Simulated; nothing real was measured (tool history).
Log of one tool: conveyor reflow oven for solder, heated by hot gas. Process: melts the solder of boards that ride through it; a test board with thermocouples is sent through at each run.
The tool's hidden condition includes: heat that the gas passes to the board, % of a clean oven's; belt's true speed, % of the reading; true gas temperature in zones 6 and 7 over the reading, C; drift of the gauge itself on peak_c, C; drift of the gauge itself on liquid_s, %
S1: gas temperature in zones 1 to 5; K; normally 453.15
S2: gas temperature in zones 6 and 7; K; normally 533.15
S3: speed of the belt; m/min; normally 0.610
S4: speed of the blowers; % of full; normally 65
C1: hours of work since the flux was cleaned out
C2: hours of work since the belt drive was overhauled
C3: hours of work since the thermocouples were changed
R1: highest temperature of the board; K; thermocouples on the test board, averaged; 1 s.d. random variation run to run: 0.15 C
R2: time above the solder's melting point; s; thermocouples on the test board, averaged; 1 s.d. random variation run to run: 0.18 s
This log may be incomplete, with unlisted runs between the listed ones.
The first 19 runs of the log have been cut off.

run 20 day=6.967 | S1=453.15 S2=533.15 S3=0.569 S4=63 | C1=284 C2=327 C3=338 | R1=517.45 R2=50.5
run 21 day=7.383 | S1=453.15 S2=533.15 S3=0.569 S4=63 | C1=291 C2=334 C3=346 | R1=517.35 R2=51.2
run 22 day=7.850 | S1=453.15 S2=533.15 S3=0.569 S4=63 | C1=299 C2=343 C3=354 | R1=517.35 R2=50.6
run 23 day=8.296 | S1=464.15 S2=539.15 S3=0.601 S4=73 | C1=307 C2=350 C3=362 | R1=525.15 R2=58.9
-- day=8.538 flux residue cleaned out of gas plates and filters
run 24 day=8.850 | S1=465.15 S2=521.15 S3=0.550 S4=73 | C1=5 C2=357 C3=368 | R1=514.05 R2=58.5
run 25 day=9.308 | S1=451.15 S2=547.15 S3=0.610 S4=65 | C1=14 C2=365 C3=376 | R1=529.85 R2=55.5
run 26 day=9.617 | S1=453.15 S2=528.15 S3=0.610 S4=82 | C1=19 C2=370 C3=382 | R1=518.05 R2=49.8
run 27 day=9.950 | S1=453.15 S2=523.15 S3=0.520 S4=80 | C1=25 C2=376 C3=387 | R1=516.65 R2=59.3
run 28 day=10.267 | S1=460.15 S2=523.15 S3=0.497 S4=84 | C1=31 C2=382 C3=393 | R1=518.35 R2=68.3
run 29 day=10.717 | S1=450.15 S2=531.15 S3=0.652 S4=65 | C1=39 C2=390 C3=401 | R1=513.95 R2=40.0
run 30 day=11.171 | S1=458.15 S2=533.15 S3=0.707 S4=66 | C1=47 C2=398 C3=409 | R1=515.15 R2=39.7
run 31 day=11.596 | S1=458.15 S2=533.15 S3=0.707 S4=66 | C1=54 C2=405 C3=417 | R1=514.95 R2=40.0

3 ways to go on from here, each from the tool as it stands after run 31. What would each give?
run A day=11.812 | S1=445.15 S2=533.15 S3=0.610 S4=78 | C1=58 C2=409 C3=420 | R1=? R2=?
run B day=11.812 | S1=458.15 S2=533.15 S3=0.531 S4=66 | C1=58 C2=409 C3=420 | R1=? R2=?
run C day=11.812 | S1=458.15 S2=543.15 S3=0.695 S4=69 | C1=58 C2=409 C3=420 | R1=? R2=?

run=A R1=519.95 R2=48.4
run=B R1=522.95 R2=63.4
run=C R1=524.65 R2=47.8
Had the tool no hidden state, the same runs would have come out as:
run=A R1=519.45 R2=47.7
run=B R1=522.25 R2=62.5
run=C R1=524.25 R2=47.1
